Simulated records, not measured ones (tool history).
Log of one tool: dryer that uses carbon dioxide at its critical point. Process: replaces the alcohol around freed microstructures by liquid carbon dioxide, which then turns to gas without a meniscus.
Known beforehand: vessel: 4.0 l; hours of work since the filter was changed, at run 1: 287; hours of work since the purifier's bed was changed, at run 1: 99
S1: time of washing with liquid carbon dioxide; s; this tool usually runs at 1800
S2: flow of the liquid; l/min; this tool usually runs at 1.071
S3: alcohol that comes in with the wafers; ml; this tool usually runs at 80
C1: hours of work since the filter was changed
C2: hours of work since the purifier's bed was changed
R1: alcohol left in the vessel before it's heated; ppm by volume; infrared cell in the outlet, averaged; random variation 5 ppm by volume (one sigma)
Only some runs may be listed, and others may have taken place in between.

run 1 hour=0.0 | S1=1800 S2=1.071 S3=80 | C1=287 C2=99 | R1=56
run 2 hour=9.7 | S1=1800 S2=1.071 S3=80 | C1=292 C2=104 | R1=51
run 3 hour=28.7 | S1=1800 S2=1.071 S3=80 | C1=302 C2=115 | R1=47
run 4 hour=45.0 | S1=1800 S2=1.071 S3=80 | C1=311 C2=123 | R1=57
run 5 hour=57.7 | S1=1800 S2=1.071 S3=80 | C1=318 C2=130 | R1=61
-- hour=62.0 inlet filter changed
run 6 hour=79.0 | S1=1800 S2=1.071 S3=80 | C1=9 C2=141 | R1=47
run 7 hour=92.1 | S1=1800 S2=1.071 S3=80 | C1=16 C2=148 | R1=53
run 8 hour=110.9 | S1=1320 S2=1.071 S3=80 | C1=26 C2=158 | R1=144
run 9 hour=119.8 | S1=1800 S2=0.810 S3=80 | C1=31 C2=163 | R1=126
run 10 hour=132.4 | S1=1800 S2=1.071 S3=22 | C1=38 C2=170 | R1=43
run 11 hour=146.5 | S1=2280 S2=1.071 S3=80 | C1=45 C2=177 | R1=44
run 12 hour=163.9 | S1=2280 S2=1.071 S3=80 | C1=55 C2=187 | R1=47
run 13 hour=175.3 | S1=1560 S2=1.071 S3=80 | C1=61 C2=193 | R1=103
run 14 hour=188.2 | S1=1560 S2=0.680 S3=80 | C1=68 C2=200 | R1=452
run 15 hour=202.4 | S1=1560 S2=0.680 S3=80 | C1=75 C2=207 | R1=458
run 16 hour=214.9 | S1=1560 S2=0.680 S3=80 | C1=82 C2=214 | R1=478
run 17 hour=223.7 | S1=1800 S2=1.071 S3=33 | C1=87 C2=219 | R1=60
run 18 hour=244.0 | S1=1800 S2=1.071 S3=33 | C1=98 C2=229 | R1=63
run 19 hour=263.9 | S1=2700 S2=1.071 S3=33 | C1=108 C2=240 | R1=50
run 20 hour=272.6 | S1=1800 S2=1.610 S3=80 | C1=113 C2=245 | R1=59
run 21 hour=287.8 | S1=1800 S2=1.610 S3=80 | C1=121 C2=253 | R1=60
run 22 hour=305.3 | S1=1800 S2=1.610 S3=80 | C1=130 C2=262 | R1=51
run 23 hour=314.9 | S1=1800 S2=1.610 S3=80 | C1=136 C2=268 | R1=65
run 24 hour=331.7 | S1=1380 S2=1.360 S3=80 | C1=145 C2=277 | R1=88
run 25 hour=346.2 | S1=2820 S2=1.750 S3=80 | C1=152 C2=284 | R1=62
run 26 hour=356.2 | S1=1500 S2=1.750 S3=80 | C1=158 C2=290 | R1=71
run 27 hour=374.6 | S1=2460 S2=1.750 S3=23 | C1=168 C2=300 | R1=71
run 28 hour=384.5 | S1=1800 S2=1.071 S3=51 | C1=173 C2=305 | R1=95
run 29 hour=400.8 | S1=1860 S2=1.071 S3=75 | C1=182 C2=314 | R1=83
run 30 hour=420.1 | S1=2400 S2=0.840 S3=54 | C1=192 C2=324 | R1=86
run 31 hour=434.5 | S1=2100 S2=1.330 S3=54 | C1=200 C2=332 | R1=83
run 32 hour=443.5 | S1=2100 S2=1.330 S3=54 | C1=205 C2=336 | R1=76
run 33 hour=454.1 | S1=1800 S2=1.270 S3=90 | C1=210 C2=342 | R1=79
run 34 hour=467.0 | S1=1800 S2=1.270 S3=90 | C1=217 C2=349 | R1=93
run 35 hour=486.9 | S1=2100 S2=1.040 S3=22 | C1=228 C2=360 | R1=84
run 36 hour=497.3 | S1=1320 S2=1.230 S3=80 | C1=233 C2=365 | R1=150
run 37 hour=517.5 | S1=1320 S2=1.230 S3=80 | C1=244 C2=376 | R1=150
run 38 hour=527.0 | S1=1320 S2=1.230 S3=80 | C1=249 C2=381 | R1=151
run 39 hour=547.4 | S1=1320 S2=1.230 S3=80 | C1=260 C2=392 | R1=152
run 40 hour=561.0 | S1=1560 S2=1.380 S3=90 | C1=268 C2=400 | R1=107
run 41 hour=574.7 | S1=1560 S2=1.380 S3=90 | C1=275 C2=407 | R1=102
run 42 hour=591.9 | S1=1500 S2=0.850 S3=110 | C1=284 C2=416 | R1=418
run 43 hour=610.3 | S1=1140 S2=1.630 S3=79 | C1=294 C2=426 | R1=123
run 44 hour=623.9 | S1=1140 S2=1.630 S3=79 | C1=301 C2=433 | R1=140
run 45 hour=638.1 | S1=1140 S2=1.630 S3=79 | C1=309 C2=441 | R1=133
run 46 hour=647.7 | S1=1320 S2=0.690 S3=45 | C1=314 C2=446 | R1=585

Each run again, without the hidden state but with its own random variation kept:
The tool's hidden condition here consists of: flow that reaches the vessel past the clogged filter, %; alcohol in the recycled carbon dioxide, ppm; drift of the gauge itself on alcohol_ppm, %.
run=1 R1=25
run=2 R1=20
run=3 R1=13
run=4 R1=21
run=5 R1=23
run=6 R1=17
run=7 R1=20
run=8 R1=107
run=9 R1=88
run=10 R1=7
run=11 R1=6
run=12 R1=7
run=13 R1=59
run=14 R1=385
run=15 R1=386
run=16 R1=400
run=17 R1=12
run=18 R1=13
run=19 R1=0
run=20 R1=6
run=21 R1=5
run=22 R1=0
run=23 R1=9
run=24 R1=26
run=25 R1=1
run=26 R1=8
run=27 R1=7
run=28 R1=25
run=29 R1=13
run=30 R1=14
run=31 R1=12
run=32 R1=3
run=33 R1=5
run=34 R1=15
run=35 R1=8
run=36 R1=54
run=37 R1=50
run=38 R1=52
run=39 R1=47
run=40 R1=19
run=41 R1=8
run=42 R1=247
run=43 R1=20
run=44 R1=35
run=45 R1=25
run=46 R1=387
